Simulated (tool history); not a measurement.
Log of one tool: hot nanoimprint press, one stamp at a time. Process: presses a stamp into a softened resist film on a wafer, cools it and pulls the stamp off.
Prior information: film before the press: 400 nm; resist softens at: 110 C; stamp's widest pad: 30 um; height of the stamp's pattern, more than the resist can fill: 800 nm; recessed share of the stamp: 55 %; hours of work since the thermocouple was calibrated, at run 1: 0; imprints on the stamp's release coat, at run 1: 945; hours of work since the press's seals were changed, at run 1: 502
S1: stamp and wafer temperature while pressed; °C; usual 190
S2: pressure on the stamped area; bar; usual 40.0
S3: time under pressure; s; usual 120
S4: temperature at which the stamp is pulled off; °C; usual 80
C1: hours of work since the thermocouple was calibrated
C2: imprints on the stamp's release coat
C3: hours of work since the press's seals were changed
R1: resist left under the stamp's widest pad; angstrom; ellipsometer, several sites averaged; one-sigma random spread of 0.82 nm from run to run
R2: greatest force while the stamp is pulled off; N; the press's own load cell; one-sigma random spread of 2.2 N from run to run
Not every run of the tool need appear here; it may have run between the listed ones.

run    hour   S1    S2   S3  S4   C1    C2    C3    R1   R2
  1     0.0  190  40.0  120  80    0   945   502  1868  120
  2    89.0  190  40.0  120  80   67  1348   569  1873  128
      108.4  -- stamp cleaned and given a new release coat
  3   180.8  190  40.0  120  80  132   328   634  1870  105
  4   225.5  190  40.0  120  80  166   530   668  1868  107
  5   267.5  190  40.0  120  80  198   721   700  1869  115
  6   325.9  190  40.0  120  80  242   985   744  1867  122
      418.2  -- stamp cleaned and given a new release coat
  7   421.6  190  40.0  120  80  310    16   812  1855   97
  8   481.3  190  40.0  120  80  355   286   857  1858  101
      520.7  -- plate thermocouple calibrated
  9   558.0  190  40.0  120  79   28   620   913  1896  113
 10   607.6  190  40.0  120  80   66   845   950  1881  118
 11   676.4  190  40.0  120  80  118  1157  1002  1882  126
      733.7  -- stamp cleaned and given a new release coat
 12   750.3  190  40.0  120  80  169    75  1054  1889   97
 13   794.1  190  61.5  120  80  202   274  1087  1483  107
 14   856.5  190  40.0  120  80  249   556  1134  1888  112
 15   928.7  190  40.0  112  80  304   884  1188  1928  119
 16  1012.5  196  33.3  120  81  367  1263  1252  1784  122
     1033.2  -- plate thermocouple calibrated
     1047.1  -- stamp cleaned and given a new release coat
 17  1073.6  186  51.1  135  75   26   121  1291  1810  111
 18  1137.4  186  51.1  135  75   74   409  1340  1791  117
     1161.1  -- press's hydraulic seals changed and the load cell set to zero
 19  1209.5  190  40.0  147  80  123   700    37  1723  114

Run 20, settings as shown, results not yet in. Your forecast:
 20  1302.4  190  40.0  120  77  193  1121  107   ?   ?

{"run 20": {"R1": 1839, "R2": 131}}
On a tool with no hidden condition, and with the same random variation, this run would have come out at R1 1844 angstrom, R2 103 N.

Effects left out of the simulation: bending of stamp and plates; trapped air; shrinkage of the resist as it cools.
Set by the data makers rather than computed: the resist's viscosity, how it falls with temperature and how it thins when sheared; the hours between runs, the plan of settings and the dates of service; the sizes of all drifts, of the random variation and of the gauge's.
